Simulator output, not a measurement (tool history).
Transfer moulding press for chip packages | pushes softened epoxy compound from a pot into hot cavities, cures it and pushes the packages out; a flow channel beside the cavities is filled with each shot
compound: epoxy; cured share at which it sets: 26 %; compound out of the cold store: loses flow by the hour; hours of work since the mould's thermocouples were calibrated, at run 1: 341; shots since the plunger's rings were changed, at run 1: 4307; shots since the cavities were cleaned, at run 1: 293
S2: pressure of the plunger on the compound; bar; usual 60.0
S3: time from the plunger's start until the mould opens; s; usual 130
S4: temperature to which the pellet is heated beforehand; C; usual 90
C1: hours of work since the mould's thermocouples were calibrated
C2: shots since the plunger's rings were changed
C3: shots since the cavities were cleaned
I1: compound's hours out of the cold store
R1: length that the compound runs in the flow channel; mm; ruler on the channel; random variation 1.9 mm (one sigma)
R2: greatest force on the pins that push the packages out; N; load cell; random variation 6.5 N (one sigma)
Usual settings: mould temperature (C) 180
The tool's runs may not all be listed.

Run 1, hour 0.0: usual settings; C1 341; C2 4307; C3 293; I1 39.6. Result: R1 577 mm, R2 269 N.
Run 2, hour 20.7: usual settings but S2 45.1 bar; C1 349; C2 4441; C3 427; I1 40.3. Result: R1 501 mm, R2 264 N.
At hour 26.0: cavities cleaned with cleaning compound and waxed.
Run 3, hour 38.2: usual settings but S3 139 s; C1 356; C2 4546; C3 80; I1 44.3. Result: R1 565 mm, R2 234 N.
Run 4, hour 51.7: usual settings but S3 139 s; C1 362; C2 4633; C3 167; I1 43.6. Result: R1 567 mm, R2 246 N.
Run 5, hour 68.5: usual settings but mould temperature (C) 188; C1 369; C2 4742; C3 276; I1 45.3. Result: R1 551 mm, R2 208 N.
Run 6, hour 90.6: usual settings but S3 114 s; C1 378; C2 4886; C3 420; I1 12.6. Result: R1 638 mm, R2 370 N.
At hour 97.2: cavities cleaned with cleaning compound and waxed.
Run 7, hour 105.0: usual settings but S2 61.1 bar; C1 383; C2 4969; C3 50; I1 47.7. Result: R1 567 mm, R2 260 N.
Run 8, hour 126.3: usual settings but S2 61.1 bar; C1 392; C2 5108; C3 189; I1 32.0. Result: R1 597 mm, R2 273 N.
Run 9, hour 145.3: usual settings but S2 61.1 bar; C1 400; C2 5231; C3 312; I1 41.5. Result: R1 580 mm, R2 268 N.
Run 10, hour 158.6: usual settings but S2 60.1 bar; C1 406; C2 5318; C3 399; I1 43.2. Result: R1 568 mm, R2 271 N.
At hour 168.0: cavities cleaned with cleaning compound and waxed.
Run 11, hour 176.1: usual settings but S2 60.1 bar; C1 412; C2 5421; C3 52; I1 8.7. Result: R1 650 mm, R2 293 N.
At hour 192.2: plunger's sealing rings changed.
Run 12, hour 196.3: usual settings but mould temperature (C) 187, S4 85 C; C1 420; C2 26; C3 167; I1 17.4. Result: R1 618 mm, R2 210 N.
Run 13, hour 206.7: usual settings but S3 117 s, S4 86 C; C1 424; C2 94; C3 235; I1 48.0. Result: R1 559 mm, R2 318 N.
Run 14, hour 222.3: usual settings but mould temperature (C) 179, S2 63.1 bar; C1 430; C2 196; C3 337; I1 29.7. Result: R1 620 mm, R2 284 N.
At hour 241.9: cavities cleaned with cleaning compound and waxed.
Run 15, hour 243.8: usual settings but S3 152 s; C1 439; C2 325; C3 12; I1 14.4. Result: R1 636 mm, R2 222 N.
Run 16, hour 258.5: usual settings but mould temperature (C) 181, S3 110 s; C1 445; C2 420; C3 107; I1 24.3. Result: R1 611 mm, R2 359 N.
Run 17, hour 282.0: usual settings but mould temperature (C) 182, S2 67.3 bar, S3 113 s, S4 84 C; C1 455; C2 573; C3 260; I1 20.6. Result: R1 653 mm, R2 307 N.
Run 18, hour 298.9: usual settings but mould temperature (C) 182, S2 67.3 bar, S3 113 s, S4 84 C; C1 462; C2 683; C3 370; I1 41.9. Result: R1 599 mm, R2 302 N.
At hour 313.5: cavities cleaned with cleaning compound and waxed.
Run 19, hour 321.4: usual settings but mould temperature (C) 184, S2 47.7 bar, S3 149 s, S4 85 C; C1 470; C2 820; C3 52; I1 45.4. Result: R1 498 mm, R2 208 N.
Run 20, hour 345.1: usual settings but mould temperature (C) 184, S2 47.7 bar, S3 149 s, S4 85 C; C1 480; C2 974; C3 206; I1 39.8. Result: R1 508 mm, R2 202 N.
Run 21, hour 358.8: usual settings but mould temperature (C) 184, S2 47.7 bar, S3 149 s, S4 85 C; C1 486; C2 1062; C3 294; I1 19.0. Result: R1 553 mm, R2 211 N.

4 ways to go on from here, each from the tool as it stands after run 21. What would each give?
Run A, hour 372.0: usual settings but mould temperature (C) 183, S2 47.7 bar, S3 124 s, S4 85 C; C1 492; C2 1148; C3 380; I1 29.6. Result: R1 ?, R2 ?.
Run B, hour 372.0: usual settings but mould temperature (C) 185, S2 47.7 bar, S3 114 s, S4 85 C; C1 492; C2 1148; C3 380; I1 23.7. Result: R1 ?, R2 ?.
Run C, hour 372.0: usual settings but S4 93 C; C1 492; C2 1148; C3 380; I1 40.0. Result: R1 ?, R2 ?.
Run D, hour 372.0: usual settings but mould temperature (C) 174, S2 47.7 bar, S3 113 s, S4 85 C; C1 492; C2 1148; C3 380; I1 23.3. Result: R1 ?, R2 ?.

run   R1   R2
  A  529  253
  B  534  275
  C  576  260
  D  559  579
Without the tool's hidden state the same runs would have given:
run   R1   R2
  A  529  250
  B  534  272
  C  577  257
  D  559  572
